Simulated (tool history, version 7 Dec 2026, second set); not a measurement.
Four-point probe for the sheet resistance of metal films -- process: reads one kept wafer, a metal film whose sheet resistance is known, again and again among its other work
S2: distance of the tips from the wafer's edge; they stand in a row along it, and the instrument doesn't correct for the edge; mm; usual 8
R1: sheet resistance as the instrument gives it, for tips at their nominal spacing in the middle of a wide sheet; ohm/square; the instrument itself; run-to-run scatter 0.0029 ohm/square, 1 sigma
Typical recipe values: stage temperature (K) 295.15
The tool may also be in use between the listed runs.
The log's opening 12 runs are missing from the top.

run 13 day=16.729 | stage_temperature_(K)=295.15 S2=8 | R1=14.231216
run 14 day=17.95 | stage_temperature_(K)=295.15 S2=8 | R1=14.245027
run 15 day=19.408 | stage_temperature_(K)=295.15 S2=8 | R1=14.238657
run 16 day=20.562 | stage_temperature_(K)=295.15 S2=4 | R1=14.327635
run 17 day=21.45 | stage_temperature_(K)=295.15 S2=8 | R1=14.248031
run 18 day=22.679 | stage_temperature_(K)=295.15 S2=5 | R1=14.29025
run 19 day=23.625 | stage_temperature_(K)=295.15 S2=5 | R1=14.291605
run 20 day=24.8 | stage_temperature_(K)=295.15 S2=56 | R1=14.21615
run 21 day=26.588 | stage_temperature_(K)=295.15 S2=56 | R1=14.219214
run 22 day=28.546 | stage_temperature_(K)=295.15 S2=8 | R1=14.251579
run 23 day=29.733 | stage_temperature_(K)=295.15 S2=8 | R1=14.258774
run 24 day=31.35 | stage_temperature_(K)=294.15 S2=8 | R1=14.267307
run 25 day=33.508 | stage_temperature_(K)=307.15 S2=56 | R1=14.097959
-- day=33.7 stage's thermometer calibrated
run 26 day=35.5 | stage_temperature_(K)=307.15 S2=56 | R1=14.095431
run 27 day=36.462 | stage_temperature_(K)=307.15 S2=56 | R1=14.098218
-- day=37.267 stage's thermometer calibrated, once more
run 28 day=38.4 | stage_temperature_(K)=307.15 S2=6 | R1=14.183179
run 29 day=40.496 | stage_temperature_(K)=304.15 S2=5 | R1=14.238541
run 30 day=42.567 | stage_temperature_(K)=305.15 S2=12 | R1=14.171222
run 31 day=43.679 | stage_temperature_(K)=299.15 S2=7 | R1=14.258803
run 32 day=44.942 | stage_temperature_(K)=299.15 S2=7 | R1=14.255847
run 33 day=46.783 | stage_temperature_(K)=297.15 S2=3 | R1=14.4517
run 34 day=48.188 | stage_temperature_(K)=297.15 S2=3 | R1=14.453061
run 35 day=49.938 | stage_temperature_(K)=297.15 S2=3 | R1=14.455955

Run 36, settings as shown, results not yet in. Your forecast:
run 36 day=50.862 | stage_temperature_(K)=295.15 S2=6 | R1=?

{"run 36": {"R1": 14.32281}}
Were there no unlogged condition in the tool, this run, its random variation unchanged, would have produced R1 14.293142 ohm/square.
